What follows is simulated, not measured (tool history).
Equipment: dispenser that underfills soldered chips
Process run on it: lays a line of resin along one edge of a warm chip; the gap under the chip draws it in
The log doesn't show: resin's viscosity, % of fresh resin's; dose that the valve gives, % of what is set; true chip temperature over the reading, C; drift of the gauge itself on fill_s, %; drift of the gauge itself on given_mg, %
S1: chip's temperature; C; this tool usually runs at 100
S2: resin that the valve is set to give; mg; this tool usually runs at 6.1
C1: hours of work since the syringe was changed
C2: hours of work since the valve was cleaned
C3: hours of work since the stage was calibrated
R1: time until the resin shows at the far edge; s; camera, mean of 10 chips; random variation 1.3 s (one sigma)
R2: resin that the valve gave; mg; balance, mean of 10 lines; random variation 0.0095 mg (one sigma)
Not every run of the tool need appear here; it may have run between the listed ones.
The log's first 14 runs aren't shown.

Run 15, hour 44.2: usual settings but S1 99 C; C1 2; C2 26; C3 138. Result: R1 155.2 s, R2 6.039 mg.
Run 16, hour 47: usual settings but S2 7.47 mg; C1 3; C2 28; C3 140. Result: R1 174.7 s, R2 7.398 mg.
Run 17, hour 51.4: usual settings but S2 7.47 mg; C1 6; C2 30; C3 142. Result: R1 219.7 s, R2 7.397 mg.
Run 18, hour 55.7: usual settings; C1 8; C2 33; C3 145. Result: R1 270 s, R2 6.048 mg.
Run 19, hour 58.7: usual settings but S1 113 C, S2 7.8 mg; C1 10; C2 35; C3 147. Result: R1 175.7 s, R2 7.713 mg.
At hour 59.8: new syringe of resin.
Run 20, hour 63.2: usual settings but S1 95 C, S2 6.43 mg; C1 2; C2 37; C3 149. Result: R1 199.9 s, R2 6.35 mg.
Run 21, hour 66.4: usual settings but S1 87 C, S2 5.23 mg; C1 4; C2 39; C3 151. Result: R1 361.2 s, R2 5.176 mg.
Run 22, hour 70.7: usual settings but S1 87 C, S2 5.23 mg; C1 7; C2 42; C3 154. Result: R1 440.1 s, R2 5.169 mg.
Run 23, hour 72.8: usual settings but S2 7 mg; C1 8; C2 43; C3 155. Result: R1 259.8 s, R2 6.906 mg.
Run 24, hour 76.9: usual settings but S1 91 C, S2 5.85 mg; C1 10; C2 46; C3 158. Result: R1 477 s, R2 5.737 mg.
At hour 77.7: new syringe of resin.
Run 25, hour 81.8: usual settings but S1 91 C, S2 5.85 mg; C1 2; C2 48; C3 160. Result: R1 249 s, R2 5.77 mg.
Run 26, hour 86: usual settings but S1 102 C, S2 5.72 mg; C1 5; C2 51; C3 163. Result: R1 187.5 s, R2 5.627 mg.

Estimate the outcome of run 27 from the log above:
Run 27, hour 89: usual settings but S1 110 C, S2 5.62 mg; C1 7; C2 53; C3 165. Result: R1 ?, R2 ?.

R1: 150.1 s
R2: 5.531 mg
Had the tool carried no hidden state, the very same run would have given R1 80.5 s, R2 5.622 mg.
